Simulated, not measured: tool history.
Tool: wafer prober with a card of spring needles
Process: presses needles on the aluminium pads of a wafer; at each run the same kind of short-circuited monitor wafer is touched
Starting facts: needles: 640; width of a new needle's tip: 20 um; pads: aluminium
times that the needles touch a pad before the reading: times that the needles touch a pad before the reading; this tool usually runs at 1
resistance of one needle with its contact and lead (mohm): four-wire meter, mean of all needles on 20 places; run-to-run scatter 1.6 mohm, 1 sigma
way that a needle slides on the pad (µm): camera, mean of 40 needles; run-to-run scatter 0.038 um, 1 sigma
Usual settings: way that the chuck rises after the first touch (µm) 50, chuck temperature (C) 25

run,day,way that the chuck rises after the first touch (µm),chuck temperature (C),times that the needles touch a pad before the reading,resistance of one needle with its contact and lead (mohm),way that a needle slides on the pad (µm)
1,0.000,50,25,1,145,8.91
2,1.408,50,25,1,149,8.90
3,2.504,50,25,1,149,8.88
4,3.388,50,25,1,149,8.86
5,4.942,50,25,1,152,8.85
6,6.725,50,25,3,147,8.83
7,8.296,50,25,3,149,8.82
8,9.567,50,25,3,148,8.84
9,10.762,37,25,1,156,6.55
10,12.300,50,25,1,147,8.85
11,13.042,50,25,1,150,8.95
12,14.642,50,25,1,148,8.85
13,15.821,50,25,1,148,8.81
14,17.008,50,25,1,150,8.83
15,18.446,50,25,1,144,8.91
16,19.512,50,25,1,151,8.84
17,20.858,50,25,1,147,8.87
18,22.350,35,25,2,159,6.22
19,23.633,35,25,2,157,6.20
20,24.575,31,25,2,160,5.50
21,25.846,50,46,1,153,8.84
22,27.300,45,97,2,166,7.98
23,28.821,45,97,2,164,8.00
24,30.612,45,97,2,165,7.96
25,31.617,61,97,1,158,10.79
26,32.654,50,25,2,147,8.88
27,33.788,50,25,2,149,8.89
28,34.525,49,76,1,159,8.71
29,35.867,49,76,1,159,8.68
30,37.200,49,76,1,159,8.67
31,38.612,39,56,3,161,6.95

Missing from the log above: 56 entries noted between runs. For each, name the pair of listed runs it sits between and say how the tool's hidden condition differs from the listed run just before to the listed run just after:
Runs 1 to 2: tips cleaned on abrasive film (day 0.675); tips cleaned on abrasive film (day 1.321)
  the hidden state is the same at both runs
Runs 2 to 3: tips cleaned on abrasive film (day 2.012)
  the hidden state is the same at both runs
Runs 3 to 4: tips cleaned on abrasive film (day 2.708); tips cleaned on abrasive film (day 3.388)
  debris on the tips, nm: 0.1 -> 0; way that the needles fall short of the set height, um: 0 -> 0.01
Runs 4 to 5: tips cleaned on abrasive film (day 4.058); tips cleaned on abrasive film (day 4.712)
  debris on the tips, nm: 0 -> 0.1
Runs 5 to 6: tips cleaned on abrasive film (day 5.400); tips cleaned on abrasive film (day 6.117)
  the hidden state is the same at both runs
Runs 6 to 7: tips cleaned on abrasive film (day 6.808); height of the first contact set anew (day 7.112); tips cleaned on abrasive film (day 7.558); tips cleaned on abrasive film (day 8.288)
  debris on the tips, nm: 0.1 -> 0; way that the needles fall short of the set height, um: 0.01 -> 0
Runs 7 to 8: tips cleaned on abrasive film (day 8.962)
  debris on the tips, nm: 0 -> 0.1
Runs 8 to 9: tips cleaned on abrasive film (day 9.692); tips cleaned on abrasive film (day 10.358)
  the hidden state is the same at both runs
Runs 9 to 10: tips cleaned on abrasive film (day 11.079); tips cleaned on abrasive film (day 11.838)
  the hidden state is the same at both runs
Runs 10 to 11: tips cleaned on abrasive film (day 12.542)
  the hidden state is the same at both runs
Runs 11 to 12: tips cleaned on abrasive film (day 13.308); tips cleaned on abrasive film (day 14.083)
  the hidden state is the same at both runs
Runs 12 to 13: tips cleaned on abrasive film (day 14.792); tips cleaned on abrasive film (day 15.583)
  the hidden state is the same at both runs
Runs 13 to 14: tips cleaned on abrasive film (day 16.275); tips cleaned on abrasive film (day 17.000)
  debris on the tips, nm: 0.1 -> 0
Runs 14 to 15: tips cleaned on abrasive film (day 17.750); tips cleaned on abrasive film (day 18.446)
  the hidden state is the same at both runs
Runs 15 to 16: tips cleaned on abrasive film (day 19.196)
  debris on the tips, nm: 0 -> 0.1
Runs 16 to 17: tips cleaned on abrasive film (day 19.850); tips cleaned on abrasive film (day 20.562)
  the hidden state is the same at both runs
Runs 17 to 18: tips cleaned on abrasive film (day 21.279); tips cleaned on abrasive film (day 22.042)
  the hidden state is the same at both runs
Runs 18 to 19: tips cleaned on abrasive film (day 22.792); tips cleaned on abrasive film (day 23.546)
  way that the needles fall short of the set height, um: 0 -> 0.01
Runs 19 to 20: tips cleaned on abrasive film (day 24.271)
  the hidden state is the same at both runs
Runs 20 to 21: tips cleaned on abrasive film (day 24.942); tips cleaned on abrasive film (day 25.683)
  the hidden state is the same at both runs
Runs 21 to 22: tips cleaned on abrasive film (day 26.350); tips cleaned on abrasive film (day 27.075)
  the hidden state is the same at both runs
Runs 22 to 23: tips cleaned on abrasive film (day 27.783); tips cleaned on abrasive film (day 28.488)
  the hidden state is the same at both runs
Runs 23 to 24: tips cleaned on abrasive film (day 29.262); tips cleaned on abrasive film (day 30.046); height of the first contact set anew (day 30.058)
  way that the needles fall short of the set height, um: 0.01 -> 0
Runs 24 to 25: tips cleaned on abrasive film (day 30.717); tips cleaned on abrasive film (day 31.438)
  the hidden state is the same at both runs
Runs 25 to 26: tips cleaned on abrasive film (day 32.108)
  the hidden state is the same at both runs
Runs 26 to 27: tips cleaned on abrasive film (day 32.833); tips cleaned on abrasive film (day 33.488)
  the hidden state is the same at both runs
Runs 27 to 28: tips cleaned on abrasive film (day 34.250)
  the hidden state is the same at both runs
Runs 28 to 29: tips cleaned on abrasive film (day 34.967); tips cleaned on abrasive film (day 35.662)
  the hidden state is the same at both runs
Runs 29 to 30: tips cleaned on abrasive film (day 36.317); tips cleaned on abrasive film (day 37.042)
  the hidden state is the same at both runs
Runs 30 to 31: tips cleaned on abrasive film (day 37.762); tips cleaned on abrasive film (day 38.408)
  the hidden state is the same at both runs
